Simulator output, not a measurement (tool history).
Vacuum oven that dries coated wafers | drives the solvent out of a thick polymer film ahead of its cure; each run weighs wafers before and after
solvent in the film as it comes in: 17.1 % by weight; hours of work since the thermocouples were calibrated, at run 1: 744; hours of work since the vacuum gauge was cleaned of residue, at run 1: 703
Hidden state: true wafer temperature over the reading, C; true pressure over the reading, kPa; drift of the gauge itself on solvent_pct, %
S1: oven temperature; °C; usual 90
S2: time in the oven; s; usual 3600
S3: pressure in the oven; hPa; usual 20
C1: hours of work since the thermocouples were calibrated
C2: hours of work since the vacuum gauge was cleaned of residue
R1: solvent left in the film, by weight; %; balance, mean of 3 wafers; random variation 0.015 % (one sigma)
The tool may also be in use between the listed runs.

| run | hour | S1 | S2 | S3 | C1 | C2 | R1 |
|---|---|---|---|---|---|---|---|
| 1 | 0 | 90 | 3600 | 20 | 744 | 703 | 1.4 |
| 2 | 36.4 | 90 | 3600 | 23.8 | 764 | 723 | 1.53 |
| 3 | 76.5 | 90 | 3600 | 23.8 | 785 | 745 | 1.51 |
| 4 | 113.9 | 90 | 3600 | 23.8 | 806 | 765 | 1.56 |
| 5 | 145.7 | 90 | 3600 | 23.8 | 823 | 783 | 1.55 |
| 6 | 187.7 | 103 | 3600 | 20 | 846 | 805 | 0.57 |
| 7 | 216.8 | 89 | 3600 | 20 | 862 | 821 | 1.55 |
| 8 | 260.7 | 80 | 3600 | 20 | 886 | 845 | 3.53 |
| 9 | 284.8 | 80 | 3600 | 20 | 899 | 858 | 3.55 |
| 10 | 328.7 | 80 | 3600 | 12.2 | 923 | 882 | 3.19 |
| 11 | 361.6 | 80 | 3600 | 12.2 | 941 | 900 | 3.19 |
| 12 | 403.6 | 90 | 2280 | 20 | 964 | 923 | 2.67 |
| 13 | 452.8 | 88 | 3600 | 20 | 991 | 950 | 1.76 |
|  | 456.8 | vacuum gauge cleaned of residue and calibrated |
| 14 | 499.6 | 88 | 3600 | 20 | 1015 | 23 | 1.87 |
| 15 | 533.1 | 88 | 3600 | 20 | 1034 | 42 | 1.84 |
| 16 | 574.5 | 88 | 3600 | 20 | 1056 | 64 | 1.87 |
| 17 | 611.8 | 90 | 3600 | 20 | 1077 | 85 | 1.55 |
| 18 | 641.2 | 90 | 5520 | 20 | 1093 | 101 | 1.12 |
| 19 | 671.9 | 90 | 5520 | 20 | 1109 | 117 | 1.16 |
| 20 | 714.4 | 90 | 5520 | 20 | 1133 | 141 | 1.12 |
| 21 | 747.6 | 90 | 5520 | 20 | 1151 | 159 | 1.12 |
|  | 763.2 | vacuum gauge cleaned of residue and calibrated, once more |
| 22 | 792 | 90 | 5520 | 20 | 1174 | 16 | 0.89 |
| 23 | 841 | 90 | 3600 | 20.2 | 1201 | 42 | 1.38 |
|  | 850.7 | oven's thermocouples calibrated |
| 24 | 895.1 | 90 | 3600 | 20.2 | 24 | 71 | 1.15 |
| 25 | 920.5 | 90 | 3600 | 20.2 | 38 | 85 | 1.19 |
| 26 | 959.3 | 103 | 2280 | 21.7 | 59 | 106 | 0.66 |
| 27 | 990.6 | 103 | 2160 | 19 | 76 | 123 | 0.63 |
| 28 | 1026.6 | 103 | 2160 | 19 | 96 | 143 | 0.62 |
| 29 | 1073.7 | 86 | 1920 | 34.1 | 122 | 168 | 4.55 |
| 30 | 1118.5 | 100 | 3300 | 63.3 | 146 | 193 | 1.68 |
| 31 | 1144.5 | 93 | 3300 | 43 | 160 | 207 | 1.78 |
| 32 | 1184.7 | 93 | 3300 | 43 | 182 | 229 | 1.75 |
| 33 | 1221.9 | 82 | 4740 | 20 | 203 | 249 | 1.87 |
| 34 | 1264 | 90 | 1920 | 20 | 226 | 272 | 2.97 |
| 35 | 1297.5 | 90 | 1920 | 35 | 244 | 290 | 3.48 |
| 36 | 1335.3 | 104 | 3600 | 11.7 | 264 | 311 | 0.3 |
| 37 | 1363 | 104 | 3600 | 11.7 | 280 | 326 | 0.29 |
| 38 | 1415.2 | 102 | 1860 | 36.2 | 308 | 355 | 1.32 |
| 39 | 1455.1 | 102 | 6480 | 24.6 | 330 | 376 | 0.64 |

The next listed run, before its measurement:
| 40 | 1497.9 | 88 | 6240 | 10.9 | 353 | 400 | ? |

{"run 40": {"R1": 0.59}}
Without the tool's hidden state the same run would have given R1 0.53 %.
